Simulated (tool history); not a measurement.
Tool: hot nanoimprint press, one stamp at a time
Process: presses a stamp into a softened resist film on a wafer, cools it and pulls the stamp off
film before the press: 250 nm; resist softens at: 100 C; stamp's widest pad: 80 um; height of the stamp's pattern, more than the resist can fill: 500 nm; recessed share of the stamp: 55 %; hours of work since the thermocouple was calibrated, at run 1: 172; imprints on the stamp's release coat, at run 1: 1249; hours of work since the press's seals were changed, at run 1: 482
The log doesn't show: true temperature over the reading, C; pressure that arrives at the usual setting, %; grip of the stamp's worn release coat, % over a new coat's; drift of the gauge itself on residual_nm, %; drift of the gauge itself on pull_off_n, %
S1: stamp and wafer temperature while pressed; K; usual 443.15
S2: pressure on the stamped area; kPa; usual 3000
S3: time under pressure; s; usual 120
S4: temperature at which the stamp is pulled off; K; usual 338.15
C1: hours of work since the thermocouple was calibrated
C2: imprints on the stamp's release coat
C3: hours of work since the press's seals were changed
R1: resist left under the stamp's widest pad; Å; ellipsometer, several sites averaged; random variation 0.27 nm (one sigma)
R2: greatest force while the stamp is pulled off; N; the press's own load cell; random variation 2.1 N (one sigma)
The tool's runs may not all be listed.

| run | day | S1 | S2 | S3 | S4 | C1 | C2 | C3 | R1 | R2 |
|---|---|---|---|---|---|---|---|---|---|---|
| 1 | 0 | 443.15 | 3000 | 120 | 338.15 | 172 | 1249 | 482 | 954 | 134 |
|  | 1.488 | stamp cleaned and given a new release coat |
| 2 | 1.646 | 443.15 | 3000 | 120 | 338.15 | 196 | 14 | 505 | 956 | 94 |
| 3 | 2.525 | 443.15 | 3000 | 120 | 332.15 | 210 | 93 | 520 | 954 | 102 |
| 4 | 4.196 | 443.15 | 3000 | 120 | 332.15 | 238 | 243 | 548 | 960 | 111 |
| 5 | 5.362 | 443.15 | 3000 | 63 | 332.15 | 258 | 347 | 568 | 1217 | 109 |
| 6 | 7.125 | 443.15 | 3000 | 63 | 332.15 | 287 | 505 | 597 | 1225 | 115 |
| 7 | 8.129 | 435.15 | 3000 | 120 | 338.15 | 304 | 595 | 614 | 1242 | 112 |
| 8 | 9.696 | 443.15 | 3000 | 169 | 338.15 | 330 | 736 | 640 | 848 | 119 |
| 9 | 11.308 | 443.15 | 3000 | 120 | 345.15 | 357 | 881 | 667 | 973 | 113 |
| 10 | 12.075 | 443.15 | 3000 | 120 | 345.15 | 370 | 949 | 680 | 978 | 116 |
| 11 | 13.508 | 443.15 | 3000 | 120 | 345.15 | 394 | 1078 | 704 | 978 | 118 |
| 12 | 14.571 | 443.15 | 3000 | 120 | 338.15 | 412 | 1173 | 722 | 985 | 133 |
| 13 | 15.638 | 443.15 | 3000 | 120 | 338.15 | 430 | 1269 | 740 | 983 | 131 |
|  | 16.992 | stamp cleaned and given a new release coat |
| 14 | 17.529 | 445.15 | 2420 | 124 | 326.15 | 457 | 48 | 767 | 1019 | 107 |
| 15 | 19.275 | 445.15 | 2420 | 124 | 326.15 | 487 | 205 | 797 | 1021 | 114 |
|  | 19.508 | plate thermocouple calibrated |
| 16 | 20.458 | 445.15 | 2420 | 124 | 326.15 | 16 | 300 | 814 | 1027 | 115 |
| 17 | 21.821 | 445.15 | 2420 | 124 | 326.15 | 39 | 422 | 837 | 1038 | 120 |
|  | 22.962 | press's hydraulic seals changed and the load cell set to zero |
| 18 | 23.217 | 443.15 | 3210 | 120 | 338.15 | 57 | 517 | 4 | 943 | 104 |
| 19 | 24.275 | 449.15 | 3000 | 120 | 338.15 | 74 | 612 | 22 | 813 | 111 |
| 20 | 25.146 | 448.15 | 3000 | 120 | 341.15 | 89 | 690 | 37 | 839 | 112 |
| 21 | 26.588 | 443.15 | 4050 | 73 | 324.15 | 113 | 819 | 61 | 1017 | 132 |
| 22 | 27.733 | 443.15 | 3530 | 160 | 337.15 | 132 | 922 | 80 | 810 | 124 |
|  | 28.604 | plate thermocouple calibrated, once more |
| 23 | 29.083 | 443.15 | 3530 | 160 | 337.15 | 8 | 1032 | 100 | 762 | 123 |
| 24 | 30.558 | 443.15 | 3530 | 160 | 337.15 | 33 | 1164 | 125 | 767 | 135 |
| 25 | 31.808 | 452.15 | 4600 | 159 | 328.15 | 54 | 1276 | 146 | 508 | 145 |
|  | 32.996 | stamp cleaned and given a new release coat |
| 26 | 33.392 | 449.15 | 3000 | 96 | 338.15 | 76 | 36 | 168 | 856 | 90 |

5 ways to go on from here, each from the tool as it stands after run 26. What would each give?
| A | 35.071 | 440.15 | 4140 | 61 | 338.15 | 104 | 186 | 197 | ? | ? |
| B | 35.071 | 443.15 | 3710 | 120 | 338.15 | 104 | 186 | 197 | ? | ? |
| C | 35.071 | 443.15 | 3000 | 198 | 338.15 | 104 | 186 | 197 | ? | ? |
| D | 35.071 | 443.15 | 3000 | 120 | 342.15 | 104 | 186 | 197 | ? | ? |
| E | 35.071 | 451.15 | 3000 | 120 | 338.15 | 104 | 186 | 197 | ? | ? |

| run | R1 | R2 |
|---|---|---|
| A | 1133 | 98 |
| B | 842 | 98 |
| C | 774 | 96 |
| D | 939 | 93 |
| E | 746 | 96 |
Without the tool's hidden state the same runs would have given:
| run | R1 | R2 |
|---|---|---|
| A | 1111 | 92 |
| B | 825 | 92 |
| C | 760 | 90 |
| D | 923 | 88 |
| E | 733 | 90 |
